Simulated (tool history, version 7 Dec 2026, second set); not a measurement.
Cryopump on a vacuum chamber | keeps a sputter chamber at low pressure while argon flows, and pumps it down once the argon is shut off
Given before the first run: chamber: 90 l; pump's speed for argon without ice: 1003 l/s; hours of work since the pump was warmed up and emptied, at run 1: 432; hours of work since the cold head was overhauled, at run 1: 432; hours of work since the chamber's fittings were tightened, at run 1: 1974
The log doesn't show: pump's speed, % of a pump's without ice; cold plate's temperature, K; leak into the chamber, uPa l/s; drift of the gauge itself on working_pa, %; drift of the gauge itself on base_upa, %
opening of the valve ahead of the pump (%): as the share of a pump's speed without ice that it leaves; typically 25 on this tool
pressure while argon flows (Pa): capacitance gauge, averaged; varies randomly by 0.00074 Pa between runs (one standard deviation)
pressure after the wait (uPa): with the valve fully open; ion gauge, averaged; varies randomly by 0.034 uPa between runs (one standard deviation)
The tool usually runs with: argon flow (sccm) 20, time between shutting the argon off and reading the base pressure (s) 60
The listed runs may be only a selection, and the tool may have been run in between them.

run   hour  argon flow (sccm)  time between shutting the argon off and reading the base pressure (s)  opening of the valve ahead of the pump (%)  hours of work since the pump was warmed up and emptied  hours of work since the cold head was overhauled  hours of work since the chamber's fittings were tightened  pressure while argon flows (Pa)  pressure after the wait (uPa)
  1    0.0                 20                                                                     60                                          25                                                     432                                               432                                                       1974                           0.1412                           2.52
  2   13.6                 20                                                                     60                                          25                                                     440                                               440                                                       1982                           0.1409                           2.59
  3   22.4                 20                                                                     60                                          25                                                     446                                               446                                                       1988                           0.1421                           2.55
  4   36.9                 20                                                                     60                                          25                                                     455                                               455                                                       1997                           0.1419                           2.49
  5   54.1                 20                                                                     60                                          25                                                     465                                               465                                                       2007                           0.1415                           2.53
  6   69.3                 20                                                                     82                                          25                                                     475                                               475                                                       2017                           0.1412                           2.13
  7   89.6                 20                                                                     82                                          25                                                     487                                               487                                                       2029                           0.1424                           2.15
  8  103.2                 20                                                                     60                                          25                                                     496                                               496                                                       2038                           0.1423                           2.55
  9  117.7                 20                                                                     60                                          25                                                     504                                               504                                                       2047                           0.1439                           2.59
 10  128.6                 20                                                                     60                                          20                                                     511                                               511                                                       2053                           0.1768                           2.62
 11  136.9                 20                                                                     54                                          25                                                     516                                               516                                                       2058                           0.1434                           2.81
 12  149.1                 20                                                                     54                                          25                                                     524                                               524                                                       2066                           0.1427                           2.73
 13  165.8                 20                                                                    213                                          25                                                     534                                               534                                                       2076                           0.1442                           1.51
 14  184.3                 20                                                                    213                                          25                                                     546                                               546                                                       2088                           0.1441                           1.51
     197.1  -- leaking fittings of the chamber tightened, without venting
 15  205.1                 20                                                                    213                                          25                                                     557                                               557                                                          5                           0.1454                           0.87
 16  224.4                 20                                                                    213                                          25                                                     569                                               569                                                         17                           0.1440                           0.84
 17  240.0                 20                                                                    213                                          25                                                     579                                               579                                                         26                           0.1440                           0.87
 18  254.9                 22                                                                     24                                          17                                                     588                                               588                                                         36                           0.2281                           4.20
 19  266.3                 22                                                                     24                                          17                                                     595                                               595                                                         43                           0.2278                           4.23
 20  275.0                 27                                                                    171                                          25                                                     600                                               600                                                         48                           0.1958                           0.96
 21  294.8                 18                                                                     60                                          16                                                     612                                               612                                                         60                           0.2001                           1.94
 22  312.7                 18                                                                    282                                          16                                                     623                                               623                                                         71                           0.1979                           0.77
     323.3  -- pump warmed up, emptied and cooled again
 23  332.2                 39                                                                    183                                          39                                                       5                                               632                                                         80                           0.1689                           0.87
 24  346.8                 20                                                                    150                                          25                                                      14                                               641                                                         89                           0.1345                           0.92
 25  358.5                 33                                                                     75                                          25                                                      22                                               649                                                         96                           0.2242                           1.54
 26  376.4                 32                                                                     75                                          25                                                      33                                               660                                                        107                           0.2171                           1.59
 27  385.5                 11                                                                     85                                          22                                                      38                                               665                                                        113                           0.0852                           1.46
 28  398.5                 15                                                                    179                                          32                                                      46                                               673                                                        121                           0.0800                           0.89
 29  412.5                 11                                                                    179                                          32                                                      55                                               682                                                        130                           0.0581                           0.86
 30  425.8                 11                                                                    179                                          32                                                      63                                               690                                                        138                           0.0587                           0.81
 31  439.1                 11                                                                    179                                          32                                                      71                                               698                                                        146                           0.0592                           0.88
 32  449.1                 20                                                                     60                                          25                                                      78                                               704                                                        152                           0.1369                           1.85
 33  469.3                 34                                                                     60                                          25                                                      90                                               717                                                        165                           0.2314                           1.89

Consider 4 possible next runs. They are alternatives, not a sequence: every one starts from the tool as it was left by run 33. What does each give?
  A  485.2                 34                                                                     44                                          25                                                     100                                               727                                                        174                                ?                              ?
  B  485.2                 20                                                                     60                                          32                                                     100                                               727                                                        174                                ?                              ?
  C  485.2                 39                                                                     27                                          15                                                     100                                               727                                                        174                                ?                              ?
  D  485.2                 34                                                                     30                                          25                                                     100                                               727                                                        174                                ?                              ?

run  pressure while argon flows (Pa)  pressure after the wait (uPa)
  A                           0.2326                           2.42
  B                           0.1067                           1.98
  C                           0.4434                           3.80
  D                           0.2317                           3.36
What these runs would have given with no unlogged condition in the tool:
run  pressure while argon flows (Pa)  pressure after the wait (uPa)
  A                           0.2297                           2.35
  B                           0.1050                           1.91
  C                           0.4400                           3.74
  D                           0.2288                           3.30

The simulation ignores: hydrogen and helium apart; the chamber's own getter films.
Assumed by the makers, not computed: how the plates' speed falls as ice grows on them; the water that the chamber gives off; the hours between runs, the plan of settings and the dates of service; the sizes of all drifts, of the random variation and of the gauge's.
